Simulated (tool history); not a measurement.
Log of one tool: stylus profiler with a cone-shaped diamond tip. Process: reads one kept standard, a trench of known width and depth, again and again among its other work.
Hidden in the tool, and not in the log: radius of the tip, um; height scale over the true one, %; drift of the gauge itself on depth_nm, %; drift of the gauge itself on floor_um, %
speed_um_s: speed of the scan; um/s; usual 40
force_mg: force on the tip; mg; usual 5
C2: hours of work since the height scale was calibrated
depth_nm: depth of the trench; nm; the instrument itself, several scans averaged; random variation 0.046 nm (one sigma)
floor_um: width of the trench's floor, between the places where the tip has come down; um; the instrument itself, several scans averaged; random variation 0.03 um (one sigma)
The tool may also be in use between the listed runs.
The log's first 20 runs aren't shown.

run 21 hour=553.7 | speed_um_s=81 force_mg=5 | scans_with_this_tip=13121 C2=1150 | depth_nm=101.96 floor_um=28
run 22 hour=587.2 | speed_um_s=40 force_mg=2.1 | scans_with_this_tip=13363 C2=1171 | depth_nm=100.99 floor_um=28.02
run 23 hour=617.7 | speed_um_s=40 force_mg=2.1 | scans_with_this_tip=13584 C2=1191 | depth_nm=100.81 floor_um=28.06
run 24 hour=646.4 | speed_um_s=40 force_mg=2.1 | scans_with_this_tip=13792 C2=1209 | depth_nm=100.86 floor_um=28.02
run 25 hour=664.5 | speed_um_s=25 force_mg=4.49 | scans_with_this_tip=13924 C2=1220 | depth_nm=101.78 floor_um=28.08
run 26 hour=695.9 | speed_um_s=31 force_mg=2.23 | scans_with_this_tip=14150 C2=1240 | depth_nm=100.94 floor_um=28.06
run 27 hour=716.9 | speed_um_s=31 force_mg=2.23 | scans_with_this_tip=14303 C2=1254 | depth_nm=100.93 floor_um=28.06
run 28 hour=739.8 | speed_um_s=56 force_mg=3.36 | scans_with_this_tip=14469 C2=1268 | depth_nm=101.35 floor_um=27.97
run 29 hour=778.9 | speed_um_s=56 force_mg=3.36 | scans_with_this_tip=14752 C2=1293 | depth_nm=101.3 floor_um=27.95
run 30 hour=816.1 | speed_um_s=43 force_mg=1.92 | scans_with_this_tip=15022 C2=1317 | depth_nm=100.83 floor_um=27.94
run 31 hour=854.7 | speed_um_s=26 force_mg=5 | scans_with_this_tip=15301 C2=1341 | depth_nm=101.95 floor_um=28.04
run 32 hour=874.9 | speed_um_s=26 force_mg=5 | scans_with_this_tip=15447 C2=1354 | depth_nm=101.88 floor_um=28.07
run 33 hour=894.2 | speed_um_s=27 force_mg=4.47 | scans_with_this_tip=15587 C2=1366 | depth_nm=101.75 floor_um=27.99
run 34 hour=917.5 | speed_um_s=11 force_mg=4.23 | scans_with_this_tip=15756 C2=1381 | depth_nm=101.61 floor_um=28.03
run 35 hour=942.3 | speed_um_s=11 force_mg=4.23 | scans_with_this_tip=15936 C2=1397 | depth_nm=101.65 floor_um=28.08
run 36 hour=969 | speed_um_s=40 force_mg=2.24 | scans_with_this_tip=16129 C2=1414 | depth_nm=100.91 floor_um=27.95
run 37 hour=993.5 | speed_um_s=40 force_mg=2.24 | scans_with_this_tip=16306 C2=1429 | depth_nm=100.86 floor_um=27.9
run 38 hour=1031.2 | speed_um_s=27 force_mg=2.15 | scans_with_this_tip=16579 C2=1453 | depth_nm=100.77 floor_um=28.03
run 39 hour=1064.3 | speed_um_s=37 force_mg=3.55 | scans_with_this_tip=16819 C2=1474 | depth_nm=101.37 floor_um=27.9
run 40 hour=1081.5 | speed_um_s=34 force_mg=7.92 | scans_with_this_tip=16944 C2=1485 | depth_nm=102.86 floor_um=27.98
run 41 hour=1109 | speed_um_s=48 force_mg=3.33 | scans_with_this_tip=17143 C2=1503 | depth_nm=101.25 floor_um=27.89
run 42 hour=1135.2 | speed_um_s=56 force_mg=3.47 | scans_with_this_tip=17333 C2=1519 | depth_nm=101.34 floor_um=27.83
run 43 hour=1158 | speed_um_s=130 force_mg=2.72 | scans_with_this_tip=17498 C2=1534 | depth_nm=101.02 floor_um=27.7
-- hour=1178.6 height scale calibrated on a step standard
run 44 hour=1191.6 | speed_um_s=16 force_mg=7.72 | scans_with_this_tip=17738 C2=8 | depth_nm=103.43 floor_um=27.96
run 45 hour=1209.9 | speed_um_s=16 force_mg=7.72 | scans_with_this_tip=17871 C2=20 | depth_nm=103.39 floor_um=27.92

5 ways to go on from here, each from the tool as it stands after run 45. What would each give?
run A hour=1242.5 | speed_um_s=25 force_mg=6.01 | scans_with_this_tip=18107 C2=41 | depth_nm=? floor_um=?
run B hour=1242.5 | speed_um_s=14 force_mg=5.5 | scans_with_this_tip=18107 C2=41 | depth_nm=? floor_um=?
run C hour=1242.5 | speed_um_s=108 force_mg=9.6 | scans_with_this_tip=18107 C2=41 | depth_nm=? floor_um=?
run D hour=1242.5 | speed_um_s=17 force_mg=5 | scans_with_this_tip=18107 C2=41 | depth_nm=? floor_um=?
run E hour=1242.5 | speed_um_s=143 force_mg=9.54 | scans_with_this_tip=18107 C2=41 | depth_nm=? floor_um=?

run=A depth_nm=102.87 floor_um=27.97
run=B depth_nm=102.68 floor_um=27.93
run=C depth_nm=103.84 floor_um=27.83
run=D depth_nm=102.57 floor_um=27.89
run=E depth_nm=104 floor_um=27.8
Without the tool's hidden state the same runs would have given:
run=A depth_nm=102.86 floor_um=28.74
run=B depth_nm=102.67 floor_um=28.7
run=C depth_nm=103.83 floor_um=28.61
run=D depth_nm=102.55 floor_um=28.67
run=E depth_nm=103.99 floor_um=28.57

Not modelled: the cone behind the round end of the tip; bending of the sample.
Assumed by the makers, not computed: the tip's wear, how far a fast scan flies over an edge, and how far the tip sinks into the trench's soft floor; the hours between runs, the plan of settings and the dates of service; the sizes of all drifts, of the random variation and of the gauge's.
